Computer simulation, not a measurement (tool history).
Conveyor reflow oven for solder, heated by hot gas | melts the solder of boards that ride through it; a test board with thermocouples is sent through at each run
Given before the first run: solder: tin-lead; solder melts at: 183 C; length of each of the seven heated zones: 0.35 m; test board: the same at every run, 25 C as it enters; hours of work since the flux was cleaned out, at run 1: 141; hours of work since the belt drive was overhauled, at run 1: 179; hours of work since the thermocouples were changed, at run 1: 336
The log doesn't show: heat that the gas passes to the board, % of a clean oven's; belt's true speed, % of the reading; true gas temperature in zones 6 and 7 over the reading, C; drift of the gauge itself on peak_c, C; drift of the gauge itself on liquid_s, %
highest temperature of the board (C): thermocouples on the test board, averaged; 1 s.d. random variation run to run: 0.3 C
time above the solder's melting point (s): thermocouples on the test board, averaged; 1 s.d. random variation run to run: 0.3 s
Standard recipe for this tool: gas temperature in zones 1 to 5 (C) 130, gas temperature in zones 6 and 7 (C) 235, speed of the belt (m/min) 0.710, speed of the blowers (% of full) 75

| run | hour | gas temperature in zones 1 to 5 (C) | gas temperature in zones 6 and 7 (C) | speed of the belt (m/min) | speed of the blowers (% of full) | hours of work since the flux was cleaned out | hours of work since the belt drive was overhauled | hours of work since the thermocouples were changed | highest temperature of the board (C) | time above the solder's melting point (s) |
|---|---|---|---|---|---|---|---|---|---|---|
| 1 | 0.0 | 130 | 235 | 0.710 | 75 | 141 | 179 | 336 | 211.1 | 37.2 |
| 2 | 11.0 | 130 | 235 | 0.710 | 75 | 145 | 184 | 341 | 210.4 | 36.7 |
| 3 | 21.5 | 118 | 235 | 0.710 | 75 | 150 | 189 | 345 | 208.1 | 31.7 |
| 4 | 28.9 | 130 | 235 | 0.710 | 75 | 153 | 192 | 348 | 211.6 | 37.1 |
| 5 | 34.4 | 130 | 235 | 0.710 | 75 | 155 | 194 | 351 | 210.8 | 36.7 |
| 6 | 44.4 | 130 | 235 | 0.710 | 75 | 159 | 198 | 355 | 211.3 | 36.8 |
| 7 | 50.4 | 130 | 240 | 0.710 | 75 | 162 | 201 | 358 | 215.3 | 39.7 |
| 8 | 61.3 | 130 | 248 | 0.710 | 75 | 167 | 206 | 362 | 221.2 | 44.2 |
| 9 | 68.5 | 130 | 248 | 0.710 | 75 | 170 | 209 | 365 | 220.9 | 43.7 |
| 10 | 73.1 | 130 | 248 | 0.710 | 75 | 172 | 211 | 367 | 221.6 | 43.8 |
| 11 | 83.8 | 130 | 248 | 0.710 | 75 | 176 | 215 | 372 | 220.9 | 43.5 |
| 12 | 91.3 | 130 | 248 | 0.710 | 75 | 179 | 218 | 375 | 220.9 | 43.7 |
| 13 | 101.5 | 130 | 248 | 0.710 | 75 | 184 | 223 | 379 | 221.1 | 43.5 |
| 14 | 105.9 | 130 | 248 | 0.710 | 75 | 186 | 224 | 381 | 220.8 | 43.4 |
| 15 | 115.1 | 130 | 235 | 0.710 | 72 | 189 | 228 | 385 | 209.3 | 35.8 |
| 16 | 120.4 | 121 | 235 | 0.710 | 75 | 192 | 231 | 387 | 208.7 | 33.6 |
| 17 | 129.9 | 130 | 231 | 0.613 | 82 | 196 | 235 | 391 | 215.3 | 47.8 |
| 18 | 136.2 | 130 | 231 | 0.613 | 82 | 198 | 237 | 394 | 214.9 | 47.5 |
| 19 | 142.0 | 137 | 234 | 0.766 | 69 | 201 | 240 | 396 | 205.7 | 31.6 |
| 20 | 147.4 | 130 | 235 | 0.735 | 66 | 203 | 242 | 399 | 205.5 | 30.3 |
| 21 | 153.9 | 124 | 235 | 0.710 | 61 | 206 | 245 | 401 | 202.6 | 27.1 |
| 22 | 162.3 | 124 | 235 | 0.710 | 61 | 210 | 248 | 405 | 202.1 | 27.2 |
| 23 | 173.2 | 124 | 235 | 0.710 | 61 | 214 | 253 | 410 | 201.9 | 27.6 |
| 24 | 178.3 | 124 | 235 | 0.710 | 61 | 216 | 255 | 412 | 202.0 | 27.2 |
| 25 | 185.0 | 124 | 243 | 0.710 | 61 | 219 | 258 | 415 | 208.5 | 33.2 |
| 26 | 192.4 | 126 | 243 | 0.710 | 56 | 222 | 261 | 418 | 206.2 | 29.8 |
| 27 | 202.8 | 126 | 243 | 0.710 | 56 | 227 | 266 | 422 | 205.9 | 30.3 |
| 28 | 210.7 | 126 | 243 | 0.710 | 56 | 230 | 269 | 426 | 205.1 | 30.0 |
| 29 | 221.6 | 126 | 243 | 0.785 | 83 | 235 | 274 | 430 | 215.2 | 35.6 |
| 30 | 226.9 | 130 | 235 | 0.710 | 57 | 237 | 276 | 432 | 201.8 | 27.1 |

Below are 4 alternative next runs, each starting from the tool's condition after run 30. Predict each:
| A | 236.2 | 130 | 235 | 0.646 | 57 | 241 | 280 | 436 | ? | ? |
| B | 236.2 | 136 | 227 | 0.710 | 73 | 241 | 280 | 436 | ? | ? |
| C | 236.2 | 130 | 235 | 0.710 | 59 | 241 | 280 | 436 | ? | ? |
| D | 236.2 | 118 | 235 | 0.753 | 75 | 241 | 280 | 436 | ? | ? |

| run | highest temperature of the board (C) | time above the solder's melting point (s) |
|---|---|---|
| A | 205.9 | 35.2 |
| B | 205.0 | 33.0 |
| C | 203.1 | 29.1 |
| D | 204.8 | 27.4 |
With no hidden state in the tool, these same runs would have given:
| run | highest temperature of the board (C) | time above the solder's melting point (s) |
|---|---|---|
| A | 206.7 | 36.1 |
| B | 206.0 | 34.0 |
| C | 204.1 | 30.2 |
| D | 206.3 | 28.8 |
